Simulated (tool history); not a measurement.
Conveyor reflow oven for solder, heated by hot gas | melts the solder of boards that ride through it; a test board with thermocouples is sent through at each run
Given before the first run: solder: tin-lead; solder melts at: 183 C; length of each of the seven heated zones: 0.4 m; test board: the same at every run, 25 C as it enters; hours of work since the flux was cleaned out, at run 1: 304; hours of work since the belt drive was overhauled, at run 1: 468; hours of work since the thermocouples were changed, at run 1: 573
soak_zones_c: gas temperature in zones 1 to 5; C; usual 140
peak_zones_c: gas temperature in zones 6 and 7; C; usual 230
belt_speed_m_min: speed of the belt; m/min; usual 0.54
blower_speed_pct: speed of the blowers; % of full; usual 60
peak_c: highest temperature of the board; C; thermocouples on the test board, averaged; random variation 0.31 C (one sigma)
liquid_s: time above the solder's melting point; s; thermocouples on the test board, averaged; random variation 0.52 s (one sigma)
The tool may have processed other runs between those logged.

run     day  soak_zones_c  peak_zones_c  belt_speed_m_min  blower_speed_pct  hours of work since the flux was cleaned out  hours of work since the belt drive was overhauled  hours of work since the thermocouples were changed  peak_c  liquid_s
  1       0           140           230              0.54                60                                           304                                                468                                                 573   202.6        48
  2   0.662           140           230             0.546                60                                           312                                                477                                                 581   201.8      46.6
  3   1.454           140           230             0.546                60                                           322                                                487                                                 591   202.1      45.8
  4   2.012           140           230              0.54                60                                           329                                                494                                                 598   202.8      47.4
  5   2.738           146           230              0.54                60                                           339                                                503                                                 608   204.1      52.9
  6   3.738           146           230              0.54                60                                           351                                                516                                                 620   203.9      52.1
      4.575  -- thermocouples of zones 6 and 7 changed
  7   4.625           140           230              0.54                60                                           362                                                526                                                   1     203      48.4
  8   5.212           140           230              0.54                81                                           369                                                534                                                   8   209.1      58.8
  9   5.817           131           230              0.54                60                                           377                                                541                                                  16     200      40.5
 10   6.838           131           227              0.54                60                                           390                                                554                                                  29   198.1      36.2
 11   7.942           140           230             0.556                60                                           404                                                568                                                  43   201.3      44.3
 12   8.562           140           230              0.54                87                                           412                                                576                                                  51   210.5      60.9
 13   9.425           140           230              0.54                87                                           423                                                587                                                  62   209.8      58.7
 14  10.158           140           230              0.54                81                                           432                                                597                                                  71   208.2      58.3
 15  10.921           140           230              0.54                60                                           442                                                606                                                  81   202.2      47.5
 16  11.592           140           230              0.54                60                                           450                                                615                                                  89     202      45.9
       11.9  -- flux residue cleaned out of gas plates and filters
 17  12.821           140           230             0.527                72                                            12                                                628                                                 102   202.2      47.9
 18  13.383           147           230             0.549                89                                            19                                                635                                                 109   206.6      55.5
 19  14.279           148           234             0.636                53                                            30                                                646                                                 121   192.7      22.4
      14.65  -- flux residue cleaned out of gas plates and filters, once more
 20  15.292           140           234              0.54                62                                             8                                                657                                                 131   210.6      59.9
 21   16.35           140           234              0.54                62                                            22                                                670                                                 145   210.2        59
 22  17.396           144           244             0.591                55                                            35                                                683                                                 158   212.3      56.6
 23  18.242           143           233             0.591                72                                            46                                                694                                                 169   210.4      55.6
 24  19.371           143           233             0.591                72                                            60                                                709                                                 183   210.2      55.7
 25  20.258           143           233             0.591                72                                            71                                                720                                                 194   210.3        55
      21.55  -- belt drive overhauled, speed set with a stopwatch
 26  21.617           143           233             0.591                72                                            87                                                  1                                                 209   209.1      53.5
 27  22.429           144           230             0.542                88                                            97                                                 11                                                 220   214.2        66
 28   23.45           144           225             0.542                83                                           110                                                 24                                                 233   208.9      59.6
 29  24.521           137           225             0.518                67                                           123                                                 38                                                 246   204.2      53.2
 30  25.096           137           230             0.454                60                                           131                                                 45                                                 254   210.2        70

What if the next run were any one of these 5? Each begins from the tool's condition after run 30:
  A  25.696           140           230              0.46                60                                           139                                                 53                                                 261       ?         ?
  B  25.696           140           242             0.601                60                                           139                                                 53                                                 261       ?         ?
  C  25.696           139           230              0.54                60                                           139                                                 53                                                 261       ?         ?
  D  25.696           131           230             0.595                60                                           139                                                 53                                                 261       ?         ?
  E  25.696           137           237             0.463                79                                           139                                                 53                                                 261       ?         ?

run  peak_c  liquid_s
  A     210      70.3
  B   209.2      50.2
  C   204.9      48.8
  D   197.9      32.8
  E   220.6      81.6
With the hidden condition removed and each run's random variation left untouched, the same runs would have given:
run  peak_c  liquid_s
  A   211.7      72.8
  B   211.5      52.9
  C   206.8      51.8
  D     200      36.4
  E   222.6      83.6

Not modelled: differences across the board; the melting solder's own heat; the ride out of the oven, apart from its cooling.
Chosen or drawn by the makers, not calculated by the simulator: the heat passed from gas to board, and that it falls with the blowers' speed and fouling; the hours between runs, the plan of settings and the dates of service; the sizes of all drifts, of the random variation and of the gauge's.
